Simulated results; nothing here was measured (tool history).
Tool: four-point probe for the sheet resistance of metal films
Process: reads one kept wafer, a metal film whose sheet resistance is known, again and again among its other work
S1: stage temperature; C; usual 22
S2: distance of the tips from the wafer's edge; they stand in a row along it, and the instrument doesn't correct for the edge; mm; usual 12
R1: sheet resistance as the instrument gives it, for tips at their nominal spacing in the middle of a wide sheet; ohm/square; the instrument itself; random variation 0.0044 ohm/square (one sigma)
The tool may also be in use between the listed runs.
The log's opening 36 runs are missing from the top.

| run | hour | S1 | S2 | R1 |
|---|---|---|---|---|
| 37 | 600.9 | 22 | 16 | 21.706734 |
| 38 | 613.7 | 23 | 24 | 21.67467 |
| 39 | 625.7 | 23 | 6 | 22.145367 |
| 40 | 642.6 | 23 | 6 | 22.155219 |
| 41 | 661.4 | 21 | 4 | 22.751802 |
| 42 | 682.8 | 22 | 16 | 21.716852 |
| 43 | 694.3 | 22 | 16 | 21.714402 |
| 44 | 712.6 | 18 | 43 | 21.643729 |
| 45 | 727.9 | 18 | 43 | 21.638936 |
| 46 | 746.7 | 33 | 59 | 21.651863 |

Alternative continuations, all from the tool just after run 46; predict every row:
| A | 763.3 | 34 | 8 | ? |
| B | 763.3 | 18 | 6 | ? |
| C | 763.3 | 20 | 59 | ? |

| run | R1 |
|---|---|
| A | 21.93793 |
| B | 22.137777 |
| C | 21.636892 |
With no hidden state in the tool, these same runs would have given:
| run | R1 |
|---|---|
| A | 22.002708 |
| B | 22.20334 |
| C | 21.70105 |
